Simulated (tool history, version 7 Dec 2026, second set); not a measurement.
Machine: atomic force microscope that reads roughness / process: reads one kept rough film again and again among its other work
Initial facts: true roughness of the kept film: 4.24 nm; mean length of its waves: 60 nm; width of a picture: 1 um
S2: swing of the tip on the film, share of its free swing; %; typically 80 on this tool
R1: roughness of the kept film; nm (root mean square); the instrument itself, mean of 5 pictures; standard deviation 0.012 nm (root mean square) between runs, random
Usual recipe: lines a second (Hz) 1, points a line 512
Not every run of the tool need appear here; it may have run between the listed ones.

{"run": 1, "hour": 0.0, "lines a second (Hz)": 1, "S2": 80, "points a line": 512, "R1": 3.742}
{"run": 2, "hour": 36.6, "lines a second (Hz)": 1, "S2": 80, "points a line": 862, "R1": 3.753}
{"run": 3, "hour": 65.3, "lines a second (Hz)": 1, "S2": 80, "points a line": 517, "R1": 3.738}
{"run": 4, "hour": 87.0, "lines a second (Hz)": 1, "S2": 80, "points a line": 517, "R1": 3.74}
{"run": 5, "hour": 112.4, "lines a second (Hz)": 1, "S2": 80, "points a line": 517, "R1": 3.753}
{"run": 6, "hour": 141.7, "lines a second (Hz)": 1, "S2": 80, "points a line": 517, "R1": 3.723}
{"run": 7, "hour": 169.2, "lines a second (Hz)": 1, "S2": 81, "points a line": 512, "R1": 3.725}
{"run": 8, "hour": 190.9, "lines a second (Hz)": 1.09, "S2": 80, "points a line": 512, "R1": 3.719}
{"run": 9, "hour": 240.0, "lines a second (Hz)": 1.09, "S2": 80, "points a line": 512, "R1": 3.727}
{"run": 10, "hour": 264.9, "lines a second (Hz)": 1.09, "S2": 80, "points a line": 512, "R1": 3.703}
{"run": 11, "hour": 307.7, "lines a second (Hz)": 1.09, "S2": 80, "points a line": 512, "R1": 3.706}
{"run": 12, "hour": 357.2, "lines a second (Hz)": 1.09, "S2": 80, "points a line": 512, "R1": 3.689}
{"run": 13, "hour": 410.1, "lines a second (Hz)": 1.02, "S2": 60, "points a line": 512, "R1": 3.956}
{"run": 14, "hour": 454.1, "lines a second (Hz)": 3.94, "S2": 80, "points a line": 512, "R1": 2.975}
{"run": 15, "hour": 476.8, "lines a second (Hz)": 0.93, "S2": 60, "points a line": 924, "R1": 3.996}
{"run": 16, "hour": 515.6, "lines a second (Hz)": 0.93, "S2": 60, "points a line": 924, "R1": 3.977}
{"run": 17, "hour": 540.5, "lines a second (Hz)": 2.79, "S2": 80, "points a line": 512, "R1": 3.255}
{"run": 18, "hour": 577.7, "lines a second (Hz)": 1.07, "S2": 63, "points a line": 261, "R1": 3.934}
{"run": 19, "hour": 601.6, "lines a second (Hz)": 1.21, "S2": 72, "points a line": 523, "R1": 3.808}

Between the runs listed above, the log contained 3 entries, not reproduced here. Where in the sequence does each belong, and how does what the log doesn't record of the tool's condition differ from the listed run before to the listed run after?
After run 6, before run 7: new tip fitted (hour 163.8)
  radius of the tip, nm: 7.5 -> 7
After run 11, before run 12: new tip fitted (hour 338.8)
  radius of the tip, nm: 7.5 -> 7.1; height scale over the true one, %: 0.03 -> 0.04
After run 15, before run 16: new tip fitted (hour 515.6)
  radius of the tip, nm: 7.5 -> 7
